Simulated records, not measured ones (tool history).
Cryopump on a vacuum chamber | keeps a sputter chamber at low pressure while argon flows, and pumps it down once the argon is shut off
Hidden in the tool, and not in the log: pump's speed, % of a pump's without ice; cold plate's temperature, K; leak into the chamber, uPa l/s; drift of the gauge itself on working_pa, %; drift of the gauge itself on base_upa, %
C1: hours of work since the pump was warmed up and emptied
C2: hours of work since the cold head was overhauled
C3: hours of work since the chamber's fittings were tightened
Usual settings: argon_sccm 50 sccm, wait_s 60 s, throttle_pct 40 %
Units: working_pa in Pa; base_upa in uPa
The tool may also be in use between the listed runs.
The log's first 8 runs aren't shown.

Run 9, hour 145.9: usual settings; C1 600; C2 600; C3 974. Result: working_pa 0.15 Pa, base_upa 1.65 uPa.
Run 10, hour 165: usual settings; C1 614; C2 614; C3 989. Result: working_pa 0.1493 Pa, base_upa 1.59 uPa.
Run 11, hour 183.4: usual settings but throttle_pct 46 %; C1 629; C2 629; C3 1003. Result: working_pa 0.1308 Pa, base_upa 1.59 uPa.
Run 12, hour 198.5: usual settings but throttle_pct 46 %; C1 640; C2 640; C3 1015. Result: working_pa 0.1321 Pa, base_upa 1.62 uPa.
Run 13, hour 219.2: usual settings; C1 657; C2 657; C3 1031. Result: working_pa 0.1485 Pa, base_upa 1.62 uPa.
Run 14, hour 236.3: usual settings; C1 670; C2 670; C3 1044. Result: working_pa 0.1488 Pa, base_upa 1.63 uPa.
Run 15, hour 247.8: usual settings; C1 679; C2 679; C3 1053. Result: working_pa 0.1493 Pa, base_upa 1.61 uPa.
Run 16, hour 266.3: usual settings; C1 693; C2 693; C3 1067. Result: working_pa 0.1508 Pa, base_upa 1.68 uPa.
Run 17, hour 280.6: usual settings but wait_s 122 s; C1 704; C2 704; C3 1079. Result: working_pa 0.1511 Pa, base_upa 1.27 uPa.
Run 18, hour 296.2: usual settings but argon_sccm 26 sccm, wait_s 130 s; C1 716; C2 716; C3 1091. Result: working_pa 0.0792 Pa, base_upa 1.2 uPa.
Run 19, hour 318.7: usual settings but argon_sccm 26 sccm, wait_s 130 s; C1 734; C2 734; C3 1108. Result: working_pa 0.08 Pa, base_upa 1.21 uPa.
Run 20, hour 328.4: usual settings but argon_sccm 70 sccm, wait_s 36 s; C1 741; C2 741; C3 1116. Result: working_pa 0.2129 Pa, base_upa 2.3 uPa.
Run 21, hour 339: usual settings but argon_sccm 95 sccm, wait_s 35 s, throttle_pct 33 %; C1 750; C2 750; C3 1124. Result: working_pa 0.3447 Pa, base_upa 2.35 uPa.
Run 22, hour 362.9: usual settings but argon_sccm 95 sccm, wait_s 35 s, throttle_pct 33 %; C1 768; C2 768; C3 1143. Result: working_pa 0.3453 Pa, base_upa 2.26 uPa.
Run 23, hour 383.3: usual settings but argon_sccm 30 sccm; C1 784; C2 784; C3 1158. Result: working_pa 0.0927 Pa, base_upa 1.77 uPa.
Run 24, hour 393.4: usual settings but throttle_pct 41 %; C1 792; C2 792; C3 1166. Result: working_pa 0.1492 Pa, base_upa 1.75 uPa.
Run 25, hour 412.5: usual settings but argon_sccm 36 sccm, wait_s 291 s, throttle_pct 59 %; C1 807; C2 807; C3 1181. Result: working_pa 0.0789 Pa, base_upa 1.05 uPa.
Run 26, hour 427.9: usual settings but argon_sccm 86 sccm, wait_s 51 s, throttle_pct 18 %; C1 819; C2 819; C3 1193. Result: working_pa 0.5558 Pa, base_upa 1.92 uPa.
Run 27, hour 447.5: usual settings but argon_sccm 28 sccm, wait_s 51 s, throttle_pct 18 %; C1 834; C2 834; C3 1208. Result: working_pa 0.1805 Pa, base_upa 1.88 uPa.
Run 28, hour 467.6: usual settings but argon_sccm 21 sccm, wait_s 167 s, throttle_pct 39 %; C1 850; C2 850; C3 1224. Result: working_pa 0.0659 Pa, base_upa 1.23 uPa.
Run 29, hour 488.7: usual settings but argon_sccm 35 sccm, wait_s 30 s, throttle_pct 39 %; C1 866; C2 866; C3 1240. Result: working_pa 0.1111 Pa, base_upa 2.62 uPa.
Run 30, hour 509.2: usual settings but argon_sccm 48 sccm, wait_s 109 s, throttle_pct 29 %; C1 882; C2 882; C3 1256. Result: working_pa 0.2005 Pa, base_upa 1.38 uPa.
Run 31, hour 527: usual settings but argon_sccm 48 sccm, wait_s 116 s, throttle_pct 25 %; C1 896; C2 896; C3 1270. Result: working_pa 0.2278 Pa, base_upa 1.42 uPa.
Run 32, hour 539.2: usual settings but argon_sccm 74 sccm, wait_s 192 s; C1 905; C2 905; C3 1280. Result: working_pa 0.2335 Pa, base_upa 1.25 uPa.
Run 33, hour 560.9: usual settings but argon_sccm 74 sccm, wait_s 192 s; C1 922; C2 922; C3 1297. Result: working_pa 0.2295 Pa, base_upa 1.22 uPa.

The next listed run, before its measurement:
Run 34, hour 574: usual settings but argon_sccm 74 sccm, wait_s 192 s; C1 932; C2 932; C3 1307. Result: working_pa ?, base_upa ?.

working_pa: 0.2331 Pa
base_upa: 1.22 uPa
Without the tool's hidden state the same run would have given working_pa 0.2055 Pa, base_upa 0.45 uPa.
